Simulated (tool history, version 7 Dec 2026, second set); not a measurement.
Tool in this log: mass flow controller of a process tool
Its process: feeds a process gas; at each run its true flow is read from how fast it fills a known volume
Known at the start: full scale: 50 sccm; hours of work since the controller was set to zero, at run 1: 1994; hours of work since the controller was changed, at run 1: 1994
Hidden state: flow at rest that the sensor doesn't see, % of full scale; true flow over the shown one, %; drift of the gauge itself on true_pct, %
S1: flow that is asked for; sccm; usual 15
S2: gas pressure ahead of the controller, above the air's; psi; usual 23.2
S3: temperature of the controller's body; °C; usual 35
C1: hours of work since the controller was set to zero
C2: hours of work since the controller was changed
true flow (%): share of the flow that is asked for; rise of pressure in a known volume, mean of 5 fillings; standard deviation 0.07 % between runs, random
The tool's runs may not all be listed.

run 1 day=0 | S1=15 S2=23.2 S3=35 | C1=1994 C2=1994 | true_flow_(%)=100.17
run 2 day=1.729 | S1=17 S2=23.2 S3=35 | C1=2020 C2=2020 | true_flow_(%)=100.04
run 3 day=3.308 | S1=17 S2=23.2 S3=35 | C1=2044 C2=2044 | true_flow_(%)=100.09
run 4 day=6.512 | S1=15 S2=23.2 S3=35 | C1=2092 C2=2092 | true_flow_(%)=100.3
run 5 day=9.796 | S1=15 S2=23.2 S3=37 | C1=2142 C2=2142 | true_flow_(%)=100.1
run 6 day=11.25 | S1=15 S2=33.1 S3=35 | C1=2163 C2=2163 | true_flow_(%)=99.72
run 7 day=14.333 | S1=15 S2=33.1 S3=35 | C1=2210 C2=2210 | true_flow_(%)=99.94
run 8 day=16.825 | S1=5 S2=33.1 S3=35 | C1=2248 C2=2248 | true_flow_(%)=101.87
run 9 day=18.479 | S1=5 S2=33.1 S3=35 | C1=2273 C2=2273 | true_flow_(%)=102.07
run 10 day=20.538 | S1=5 S2=33.1 S3=35 | C1=2304 C2=2304 | true_flow_(%)=102.07
run 11 day=22.379 | S1=5 S2=33.1 S3=35 | C1=2332 C2=2332 | true_flow_(%)=102.08
run 12 day=23.996 | S1=15 S2=23.2 S3=35 | C1=2356 C2=2356 | true_flow_(%)=100.46
run 13 day=26.212 | S1=6 S2=23.2 S3=35 | C1=2389 C2=2389 | true_flow_(%)=102.12
-- day=26.446 controller's zero set anew
run 14 day=29.617 | S1=6 S2=23.2 S3=35 | C1=48 C2=2440 | true_flow_(%)=104.05
run 15 day=32.208 | S1=17 S2=27.3 S3=35 | C1=87 C2=2480 | true_flow_(%)=100.96
run 16 day=34.417 | S1=17 S2=27.3 S3=35 | C1=120 C2=2513 | true_flow_(%)=101.1
run 17 day=36.283 | S1=17 S2=27.3 S3=35 | C1=149 C2=2541 | true_flow_(%)=101.03
-- day=38.938 controller's zero set anew, once more
run 18 day=39.475 | S1=41 S2=39.3 S3=26 | C1=8 C2=2589 | true_flow_(%)=100.01
run 19 day=42.842 | S1=12 S2=23.2 S3=35 | C1=59 C2=2640 | true_flow_(%)=99.55
run 20 day=45.554 | S1=20 S2=23.2 S3=22 | C1=100 C2=2681 | true_flow_(%)=100.43
run 21 day=47.788 | S1=20 S2=32.8 S3=23 | C1=134 C2=2714 | true_flow_(%)=100.05
run 22 day=49.654 | S1=16 S2=26.3 S3=23 | C1=162 C2=2743 | true_flow_(%)=100.14
run 23 day=51.142 | S1=7 S2=27.1 S3=33 | C1=184 C2=2765 | true_flow_(%)=99.72
run 24 day=53.046 | S1=7 S2=27.1 S3=33 | C1=213 C2=2794 | true_flow_(%)=99.64
run 25 day=55.267 | S1=7 S2=27.1 S3=33 | C1=247 C2=2827 | true_flow_(%)=99.91
run 26 day=58.675 | S1=50 S2=27 S3=36 | C1=298 C2=2879 | true_flow_(%)=100.46
run 27 day=61.638 | S1=25 S2=23.2 S3=37 | C1=343 C2=2924 | true_flow_(%)=99.93

Predict each of these 3 candidate next runs independently; none follows another, all start after run 27:
run A day=63.158 | S1=15 S2=23.2 S3=25 | C1=366 C2=2946 | true_flow_(%)=?
run B day=63.158 | S1=10 S2=21.5 S3=34 | C1=366 C2=2946 | true_flow_(%)=?
run C day=63.158 | S1=30 S2=25.7 S3=36 | C1=366 C2=2946 | true_flow_(%)=?

run=A true_flow_(%)=100.45
run=B true_flow_(%)=99.93
run=C true_flow_(%)=99.95
The same runs, with their run-to-run variation unchanged, on a tool lacking any hidden condition would have given:
run=A true_flow_(%)=99.13
run=B true_flow_(%)=98.42
run=C true_flow_(%)=98.82
